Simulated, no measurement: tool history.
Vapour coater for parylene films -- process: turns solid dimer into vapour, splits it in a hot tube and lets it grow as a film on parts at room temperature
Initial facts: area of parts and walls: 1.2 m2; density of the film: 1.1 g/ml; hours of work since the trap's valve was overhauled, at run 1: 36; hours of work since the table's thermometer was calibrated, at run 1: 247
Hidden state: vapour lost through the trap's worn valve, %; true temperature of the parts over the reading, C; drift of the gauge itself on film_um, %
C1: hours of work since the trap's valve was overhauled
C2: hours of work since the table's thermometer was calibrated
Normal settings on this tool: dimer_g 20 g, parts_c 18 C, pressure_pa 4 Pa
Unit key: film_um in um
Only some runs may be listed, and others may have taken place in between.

{"run": 1, "day": 0.0, "dimer_g": 20, "parts_c": 18, "pressure_pa": 4, "C1": 36, "C2": 247, "film_um": 11.41}
{"run": 2, "day": 1.217, "dimer_g": 20, "parts_c": 18, "pressure_pa": 4, "C1": 56, "C2": 268, "film_um": 11.17}
{"run": 3, "day": 1.992, "dimer_g": 20, "parts_c": 18, "pressure_pa": 4, "C1": 69, "C2": 281, "film_um": 11.4}
{"run": 4, "day": 3.162, "dimer_g": 20, "parts_c": 18, "pressure_pa": 4, "C1": 89, "C2": 300, "film_um": 11.32}
{"run": 5, "day": 3.892, "dimer_g": 20, "parts_c": 25, "pressure_pa": 4, "C1": 101, "C2": 313, "film_um": 8.52}
{"run": 6, "day": 4.658, "dimer_g": 20, "parts_c": 18, "pressure_pa": 2.38, "C1": 114, "C2": 326, "film_um": 11.8}
{"run": 7, "day": 5.888, "dimer_g": 20, "parts_c": 13, "pressure_pa": 4, "C1": 135, "C2": 346, "film_um": 14.27}
{"run": 8, "day": 6.642, "dimer_g": 20, "parts_c": 13, "pressure_pa": 4, "C1": 148, "C2": 359, "film_um": 14.1}
{"run": 9, "day": 7.633, "dimer_g": 20, "parts_c": 13, "pressure_pa": 4, "C1": 165, "C2": 376, "film_um": 13.89}
{"run": 10, "day": 8.708, "dimer_g": 20, "parts_c": 13, "pressure_pa": 4, "C1": 183, "C2": 394, "film_um": 13.67}
{"run": 11, "day": 9.904, "dimer_g": 20, "parts_c": 13, "pressure_pa": 4, "C1": 203, "C2": 414, "film_um": 13.95}
{"run": 12, "day": 10.883, "dimer_g": 20, "parts_c": 13, "pressure_pa": 4, "C1": 219, "C2": 431, "film_um": 13.91}
{"run": 13, "day": 12.133, "dimer_g": 11, "parts_c": 24, "pressure_pa": 11.42, "C1": 240, "C2": 452, "film_um": 4.42}
{"run": 14, "day": 13.488, "dimer_g": 11, "parts_c": 24, "pressure_pa": 11.42, "C1": 263, "C2": 475, "film_um": 4.4}
{"run": 15, "day": 14.308, "dimer_g": 20, "parts_c": 18, "pressure_pa": 8.22, "C1": 277, "C2": 489, "film_um": 10.62}
{"run": 16, "day": 15.538, "dimer_g": 8, "parts_c": 18, "pressure_pa": 11.38, "C1": 298, "C2": 509, "film_um": 4.21}
{"run": 17, "day": 16.517, "dimer_g": 8, "parts_c": 18, "pressure_pa": 11.38, "C1": 314, "C2": 526, "film_um": 4.07}
{"run": 18, "day": 17.817, "dimer_g": 28, "parts_c": 13, "pressure_pa": 11.38, "C1": 336, "C2": 548, "film_um": 17.8}
{"run": 19, "day": 18.892, "dimer_g": 28, "parts_c": 21, "pressure_pa": 4.76, "C1": 355, "C2": 566, "film_um": 13.8}
{"run": 20, "day": 20.325, "dimer_g": 28, "parts_c": 21, "pressure_pa": 4.76, "C1": 379, "C2": 590, "film_um": 13.89}
{"run": 21, "day": 21.046, "dimer_g": 17, "parts_c": 18, "pressure_pa": 3.53, "C1": 391, "C2": 602, "film_um": 9.71}
{"run": 22, "day": 22.517, "dimer_g": 8, "parts_c": 13, "pressure_pa": 6.26, "C1": 416, "C2": 627, "film_um": 5.43}

Predict each of these 3 candidate next runs independently; none follows another, all start after run 22:
{"run": "A", "day": 23.929, "dimer_g": 25, "parts_c": 22, "pressure_pa": 7.23, "C1": 440, "C2": 651, "film_um": "?"}
{"run": "B", "day": 23.929, "dimer_g": 20, "parts_c": 29, "pressure_pa": 4, "C1": 440, "C2": 651, "film_um": "?"}
{"run": "C", "day": 23.929, "dimer_g": 31, "parts_c": 13, "pressure_pa": 6.26, "C1": 440, "C2": 651, "film_um": "?"}

run=A film_um=11.62
run=B film_um=7.13
run=C film_um=20.5
Had the tool no hidden state, the same runs would have come out as:
run=A film_um=11.67
run=B film_um=7.16
run=C film_um=20.58
